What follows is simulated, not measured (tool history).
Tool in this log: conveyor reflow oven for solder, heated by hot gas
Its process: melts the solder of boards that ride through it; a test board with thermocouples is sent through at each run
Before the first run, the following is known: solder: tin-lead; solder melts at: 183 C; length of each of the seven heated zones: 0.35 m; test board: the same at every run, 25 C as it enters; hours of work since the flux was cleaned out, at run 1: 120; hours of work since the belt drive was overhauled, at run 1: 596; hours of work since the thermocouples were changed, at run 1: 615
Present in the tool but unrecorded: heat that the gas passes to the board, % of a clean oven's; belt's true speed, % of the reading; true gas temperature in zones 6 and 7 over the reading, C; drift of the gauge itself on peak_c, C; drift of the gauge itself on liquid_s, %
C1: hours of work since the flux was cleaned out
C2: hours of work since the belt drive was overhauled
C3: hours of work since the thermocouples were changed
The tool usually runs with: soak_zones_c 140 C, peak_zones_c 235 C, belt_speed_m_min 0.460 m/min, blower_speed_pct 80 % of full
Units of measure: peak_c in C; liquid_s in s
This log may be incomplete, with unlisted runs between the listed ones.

{"run": 1, "day": 0.0, "soak_zones_c": 140, "peak_zones_c": 235, "belt_speed_m_min": 0.46, "blower_speed_pct": 80, "C1": 120, "C2": 596, "C3": 615, "peak_c": 218.1, "liquid_s": 70.3}
{"run": 2, "day": 2.612, "soak_zones_c": 140, "peak_zones_c": 235, "belt_speed_m_min": 0.46, "blower_speed_pct": 80, "C1": 148, "C2": 623, "C3": 642, "peak_c": 217.9, "liquid_s": 70.1}
{"run": 3, "day": 4.479, "soak_zones_c": 140, "peak_zones_c": 240, "belt_speed_m_min": 0.46, "blower_speed_pct": 80, "C1": 167, "C2": 642, "C3": 661, "peak_c": 222.5, "liquid_s": 74.2}
{"run": 4, "day": 7.775, "soak_zones_c": 140, "peak_zones_c": 235, "belt_speed_m_min": 0.46, "blower_speed_pct": 80, "C1": 202, "C2": 677, "C3": 696, "peak_c": 218.3, "liquid_s": 70.8}
{"run": 5, "day": 10.346, "soak_zones_c": 140, "peak_zones_c": 235, "belt_speed_m_min": 0.46, "blower_speed_pct": 80, "C1": 228, "C2": 704, "C3": 723, "peak_c": 218.1, "liquid_s": 69.9}
{"run": 6, "day": 12.221, "soak_zones_c": 140, "peak_zones_c": 235, "belt_speed_m_min": 0.46, "blower_speed_pct": 80, "C1": 248, "C2": 723, "C3": 742, "peak_c": 218.2, "liquid_s": 71.0}
{"run": 7, "day": 14.625, "soak_zones_c": 140, "peak_zones_c": 235, "belt_speed_m_min": 0.44, "blower_speed_pct": 80, "C1": 273, "C2": 748, "C3": 767, "peak_c": 219.1, "liquid_s": 75.1}
{"run": 8, "day": 17.842, "soak_zones_c": 127, "peak_zones_c": 235, "belt_speed_m_min": 0.46, "blower_speed_pct": 76, "C1": 307, "C2": 782, "C3": 801, "peak_c": 214.3, "liquid_s": 60.9}
{"run": 9, "day": 21.325, "soak_zones_c": 127, "peak_zones_c": 235, "belt_speed_m_min": 0.503, "blower_speed_pct": 76, "C1": 343, "C2": 818, "C3": 837, "peak_c": 210.3, "liquid_s": 50.6}
{"run": 10, "day": 23.096, "soak_zones_c": 127, "peak_zones_c": 235, "belt_speed_m_min": 0.503, "blower_speed_pct": 76, "C1": 361, "C2": 837, "C3": 856, "peak_c": 211.0, "liquid_s": 50.9}
{"run": 11, "day": 25.862, "soak_zones_c": 153, "peak_zones_c": 240, "belt_speed_m_min": 0.38, "blower_speed_pct": 88, "C1": 390, "C2": 865, "C3": 885, "peak_c": 231.1, "liquid_s": 105.1}
{"run": 12, "day": 29.033, "soak_zones_c": 153, "peak_zones_c": 240, "belt_speed_m_min": 0.38, "blower_speed_pct": 88, "C1": 423, "C2": 899, "C3": 918, "peak_c": 231.5, "liquid_s": 104.9}
{"day": 31.021, "done": "thermocouples of zones 6 and 7 changed"}
{"run": 13, "day": 31.621, "soak_zones_c": 153, "peak_zones_c": 240, "belt_speed_m_min": 0.38, "blower_speed_pct": 88, "C1": 450, "C2": 925, "C3": 6, "peak_c": 228.7, "liquid_s": 103.0}
{"day": 33.038, "done": "flux residue cleaned out of gas plates and filters"}
{"run": 14, "day": 35.288, "soak_zones_c": 149, "peak_zones_c": 235, "belt_speed_m_min": 0.46, "blower_speed_pct": 54, "C1": 23, "C2": 961, "C3": 42, "peak_c": 213.7, "liquid_s": 69.4}

Each row is a separate what-if for the run after 14, all from the same tool condition, not one after another. Results?
{"day": 35.829, "done": "belt drive overhauled, speed set with a stopwatch"}
{"run": "A", "day": 37.242, "soak_zones_c": 140, "peak_zones_c": 235, "belt_speed_m_min": 0.547, "blower_speed_pct": 80, "C1": 42, "C2": 15, "C3": 61, "peak_c": "?", "liquid_s": "?"}
{"day": 35.829, "done": "belt drive overhauled, speed set with a stopwatch"}
{"run": "B", "day": 37.242, "soak_zones_c": 149, "peak_zones_c": 235, "belt_speed_m_min": 0.442, "blower_speed_pct": 73, "C1": 42, "C2": 15, "C3": 61, "peak_c": "?", "liquid_s": "?"}
{"day": 35.829, "done": "belt drive overhauled, speed set with a stopwatch"}
{"run": "C", "day": 37.242, "soak_zones_c": 154, "peak_zones_c": 235, "belt_speed_m_min": 0.46, "blower_speed_pct": 54, "C1": 42, "C2": 15, "C3": 61, "peak_c": "?", "liquid_s": "?"}
{"day": 35.829, "done": "belt drive overhauled, speed set with a stopwatch"}
{"run": "D", "day": 37.242, "soak_zones_c": 145, "peak_zones_c": 235, "belt_speed_m_min": 0.532, "blower_speed_pct": 62, "C1": 42, "C2": 15, "C3": 61, "peak_c": "?", "liquid_s": "?"}

run=A peak_c=212.3 liquid_s=52.2
run=B peak_c=219.0 liquid_s=77.3
run=C peak_c=213.9 liquid_s=71.4
run=D peak_c=209.3 liquid_s=51.8
With no hidden state in the tool, these same runs would have given:
run=A peak_c=212.3 liquid_s=52.3
run=B peak_c=218.9 liquid_s=77.3
run=C peak_c=213.8 liquid_s=71.4
run=D peak_c=209.3 liquid_s=52.0
